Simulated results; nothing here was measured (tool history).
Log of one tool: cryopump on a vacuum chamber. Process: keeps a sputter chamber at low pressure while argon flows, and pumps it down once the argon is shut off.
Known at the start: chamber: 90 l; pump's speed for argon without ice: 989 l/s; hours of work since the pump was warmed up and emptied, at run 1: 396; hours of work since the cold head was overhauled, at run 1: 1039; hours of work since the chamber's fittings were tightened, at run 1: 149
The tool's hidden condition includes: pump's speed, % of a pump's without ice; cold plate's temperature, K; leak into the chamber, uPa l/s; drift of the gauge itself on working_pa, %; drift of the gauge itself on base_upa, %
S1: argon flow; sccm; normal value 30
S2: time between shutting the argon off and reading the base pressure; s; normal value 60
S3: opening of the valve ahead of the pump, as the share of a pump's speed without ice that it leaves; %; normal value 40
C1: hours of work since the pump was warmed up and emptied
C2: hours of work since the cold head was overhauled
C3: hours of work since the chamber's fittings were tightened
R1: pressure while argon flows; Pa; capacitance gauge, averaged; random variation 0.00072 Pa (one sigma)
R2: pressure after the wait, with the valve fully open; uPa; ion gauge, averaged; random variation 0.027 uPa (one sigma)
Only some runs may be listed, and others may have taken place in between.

| run | hour | S1 | S2 | S3 | C1 | C2 | C3 | R1 | R2 |
|---|---|---|---|---|---|---|---|---|---|
| 1 | 0.0 | 30 | 60 | 40 | 396 | 1039 | 149 | 0.1409 | 1.45 |
| 2 | 27.4 | 30 | 60 | 40 | 412 | 1055 | 164 | 0.1410 | 1.52 |
| 3 | 51.1 | 30 | 60 | 27 | 425 | 1068 | 178 | 0.2037 | 1.55 |
| 4 | 97.9 | 30 | 60 | 40 | 452 | 1095 | 205 | 0.1432 | 1.58 |
| 5 | 128.0 | 30 | 60 | 40 | 469 | 1112 | 222 | 0.1436 | 1.68 |
| 6 | 158.3 | 30 | 60 | 40 | 486 | 1130 | 239 | 0.1450 | 1.65 |
| 7 | 197.9 | 32 | 152 | 40 | 509 | 1152 | 262 | 0.1548 | 1.21 |
| 8 | 232.1 | 15 | 152 | 23 | 529 | 1172 | 281 | 0.1209 | 1.25 |
| 9 | 256.6 | 15 | 111 | 23 | 543 | 1186 | 295 | 0.1204 | 1.43 |
| 10 | 299.5 | 30 | 160 | 16 | 567 | 1210 | 320 | 0.3396 | 1.37 |
| 11 | 343.6 | 16 | 21 | 49 | 592 | 1235 | 345 | 0.0678 | 3.46 |

Consider 3 possible next runs. They are alternatives, not a sequence: every one starts from the tool as it was left by run 11. What does each give?
|  | 386.7 | pump warmed up, emptied and cooled again |
| A | 398.1 | 24 | 45 | 25 | 7 | 1264 | 373 | ? | ? |
|  | 386.7 | pump warmed up, emptied and cooled again |
| B | 398.1 | 16 | 33 | 34 | 7 | 1264 | 373 | ? | ? |
|  | 386.7 | pump warmed up, emptied and cooled again |
| C | 398.1 | 14 | 21 | 20 | 7 | 1264 | 373 | ? | ? |

| run | R1 | R2 |
|---|---|---|
| A | 0.1661 | 2.02 |
| B | 0.0808 | 2.42 |
| C | 0.1195 | 3.31 |
With no hidden state in the tool, these same runs would have given:
| run | R1 | R2 |
|---|---|---|
| A | 0.1651 | 1.51 |
| B | 0.0801 | 1.90 |
| C | 0.1189 | 2.79 |
